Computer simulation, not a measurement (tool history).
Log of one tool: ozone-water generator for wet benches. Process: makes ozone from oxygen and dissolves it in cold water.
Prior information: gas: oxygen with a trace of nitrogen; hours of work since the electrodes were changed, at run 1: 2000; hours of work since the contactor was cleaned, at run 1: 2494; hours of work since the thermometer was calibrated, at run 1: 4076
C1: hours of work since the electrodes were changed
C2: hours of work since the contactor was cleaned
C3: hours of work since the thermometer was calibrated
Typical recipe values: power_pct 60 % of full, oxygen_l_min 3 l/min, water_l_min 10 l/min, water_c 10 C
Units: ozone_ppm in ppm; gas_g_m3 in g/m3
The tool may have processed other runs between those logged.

Run 1, day 0: usual settings; C1 2000; C2 2494; C3 4076. Result: ozone_ppm 26.4 ppm, gas_g_m3 208.9 g/m3.
Run 2, day 1.483: usual settings; C1 2033; C2 2527; C3 4109. Result: ozone_ppm 26.6 ppm, gas_g_m3 207.6 g/m3.
Run 3, day 4.121: usual settings but water_c 13 C; C1 2091; C2 2586; C3 4167. Result: ozone_ppm 25.3 ppm, gas_g_m3 212.8 g/m3.
Run 4, day 5.688: usual settings but water_c 13 C; C1 2126; C2 2621; C3 4202. Result: ozone_ppm 25.1 ppm, gas_g_m3 210.3 g/m3.
Run 5, day 8.183: usual settings but water_c 13 C; C1 2181; C2 2676; C3 4258. Result: ozone_ppm 25.5 ppm, gas_g_m3 210.1 g/m3.
Run 6, day 10.612: usual settings but water_c 7 C; C1 2235; C2 2730; C3 4312. Result: ozone_ppm 27.8 ppm, gas_g_m3 212.2 g/m3.
Run 7, day 11.892: usual settings but water_c 7 C; C1 2264; C2 2758; C3 4340. Result: ozone_ppm 27.4 ppm, gas_g_m3 212.3 g/m3.
Run 8, day 13.604: usual settings but water_c 7 C; C1 2302; C2 2796; C3 4378. Result: ozone_ppm 27.5 ppm, gas_g_m3 212.2 g/m3.
Run 9, day 14.862: usual settings but water_c 7 C; C1 2330; C2 2824; C3 4406. Result: ozone_ppm 27.9 ppm, gas_g_m3 211.6 g/m3.
Run 10, day 16.088: usual settings but water_c 7 C; C1 2357; C2 2852; C3 4433. Result: ozone_ppm 27.7 ppm, gas_g_m3 210.2 g/m3.
Run 11, day 17.458: usual settings but water_c 7 C; C1 2387; C2 2882; C3 4464. Result: ozone_ppm 27.5 ppm, gas_g_m3 211.6 g/m3.
At day 18.588: water thermometer calibrated.
Run 12, day 20.079: usual settings but water_c 7 C; C1 2445; C2 2940; C3 33. Result: ozone_ppm 27.6 ppm, gas_g_m3 212.1 g/m3.
Run 13, day 21.867: usual settings but water_c 7 C; C1 2485; C2 2979; C3 73. Result: ozone_ppm 27.5 ppm, gas_g_m3 211.8 g/m3.
Run 14, day 23.579: usual settings but water_c 7 C; C1 2523; C2 3017; C3 111. Result: ozone_ppm 27.4 ppm, gas_g_m3 212.8 g/m3.
At day 25.246: contactor cleaned.
Run 15, day 25.633: usual settings but water_c 7 C; C1 2565; C2 9; C3 153. Result: ozone_ppm 27.7 ppm, gas_g_m3 215.1 g/m3.
Run 16, day 27.825: usual settings but water_c 7 C; C1 2614; C2 57; C3 202. Result: ozone_ppm 27.7 ppm, gas_g_m3 213.5 g/m3.
Run 17, day 29.617: usual settings; C1 2653; C2 97; C3 241. Result: ozone_ppm 26 ppm, gas_g_m3 213.1 g/m3.
Run 18, day 31.746: usual settings but power_pct 40 % of full, oxygen_l_min 2.34 l/min, water_c 7 C; C1 2701; C2 144; C3 289. Result: ozone_ppm 21.1 ppm, gas_g_m3 190.2 g/m3.
Run 19, day 33.904: usual settings but power_pct 40 % of full, oxygen_l_min 2.34 l/min, water_c 7 C; C1 2749; C2 192; C3 336. Result: ozone_ppm 21.4 ppm, gas_g_m3 192.5 g/m3.
Run 20, day 35.621: usual settings but power_pct 40 % of full, oxygen_l_min 2.34 l/min, water_c 7 C; C1 2787; C2 230; C3 375. Result: ozone_ppm 21.3 ppm, gas_g_m3 193.4 g/m3.
Run 21, day 38.1: usual settings but power_pct 45 % of full, oxygen_l_min 1.59 l/min, water_l_min 8 l/min, water_c 16 C; C1 2842; C2 286; C3 430. Result: ozone_ppm 22.2 ppm, gas_g_m3 240.4 g/m3.
Run 22, day 40.15: usual settings but power_pct 45 % of full, oxygen_l_min 1.92 l/min, water_l_min 16 l/min; C1 2887; C2 331; C3 475. Result: ozone_ppm 13.3 ppm, gas_g_m3 222.6 g/m3.
Run 23, day 41.338: usual settings but power_pct 59 % of full, oxygen_l_min 1.92 l/min, water_l_min 9 l/min; C1 2914; C2 357; C3 502. Result: ozone_ppm 26.2 ppm, gas_g_m3 253.1 g/m3.
Run 24, day 42.571: usual settings but power_pct 78 % of full, oxygen_l_min 3.06 l/min, water_l_min 11 l/min, water_c 13 C; C1 2941; C2 385; C3 529. Result: ozone_ppm 27.1 ppm, gas_g_m3 243.9 g/m3.
Run 25, day 44.312: usual settings but power_pct 78 % of full, oxygen_l_min 3.06 l/min, water_l_min 11 l/min, water_c 13 C; C1 2980; C2 424; C3 568. Result: ozone_ppm 27 ppm, gas_g_m3 244.5 g/m3.
Run 26, day 45.879: usual settings but water_c 17 C; C1 3014; C2 458; C3 602. Result: ozone_ppm 24.3 ppm, gas_g_m3 214.5 g/m3.
Run 27, day 47.979: usual settings but water_c 17 C; C1 3061; C2 505; C3 649. Result: ozone_ppm 24 ppm, gas_g_m3 213.3 g/m3.
Run 28, day 49.933: usual settings but oxygen_l_min 5.05 l/min, water_l_min 6 l/min, water_c 5 C; C1 3105; C2 548; C3 693. Result: ozone_ppm 41 ppm, gas_g_m3 173.5 g/m3.
Run 29, day 51.204: usual settings but power_pct 71 % of full, oxygen_l_min 5.21 l/min, water_c 6 C; C1 3133; C2 577; C3 721. Result: ozone_ppm 32.3 ppm, gas_g_m3 186.7 g/m3.
At day 53.654: gauge calibrated.
Run 30, day 53.654: usual settings but power_pct 81 % of full, oxygen_l_min 1.76 l/min, water_c 6 C; C1 3187; C2 631; C3 775. Result: ozone_ppm 28.2 ppm, gas_g_m3 303.5 g/m3.
Run 31, day 55.404: usual settings but power_pct 89 % of full, oxygen_l_min 2.36 l/min, water_c 6 C; C1 3226; C2 670; C3 814. Result: ozone_ppm 32.3 ppm, gas_g_m3 286 g/m3.
Run 32, day 57.883: usual settings but power_pct 48 % of full, oxygen_l_min 2.96 l/min, water_c 11 C; C1 3281; C2 725; C3 869. Result: ozone_ppm 23.3 ppm, gas_g_m3 188.4 g/m3.
Run 33, day 59.229: usual settings but power_pct 78 % of full, oxygen_l_min 1.51 l/min; C1 3311; C2 755; C3 899. Result: ozone_ppm 25.7 ppm, gas_g_m3 318.3 g/m3.
Run 34, day 61.767: usual settings but power_pct 78 % of full, oxygen_l_min 1.51 l/min; C1 3367; C2 811; C3 955. Result: ozone_ppm 25.7 ppm, gas_g_m3 318.8 g/m3.

Take each entry between the runs: how does the hidden state at the last listed run before it differ from the hidden state at the first listed run after it?
Logged between run 11 and run 12: water thermometer calibrated (day 18.588)
  yield of the discharge, % of new electrodes': 99.9 -> 99.8; true water temperature over the reading, C: 0.01 -> 0; drift of the gauge itself on gas_g_m3, %: 0.96 -> 1.1
  measured result minus the result with no hidden state, gas_g_m3: +1.8 -> +2 g/m3
Logged between run 14 and run 15: contactor cleaned (day 25.246)
  contactor's efficiency, % of a clean one's: 99.7 -> 100; drift of the gauge itself on gas_g_m3, %: 1.3 -> 1.4
  measured result minus the result with no hidden state, gas_g_m3: +2.5 -> +2.7 g/m3
Logged between run 29 and run 30: gauge calibrated (day 53.654)
  drift of the gauge itself on gas_g_m3, %: 2.81 -> 0
  measured result minus the result with no hidden state, gas_g_m3: +4.7 -> -0.6 g/m3
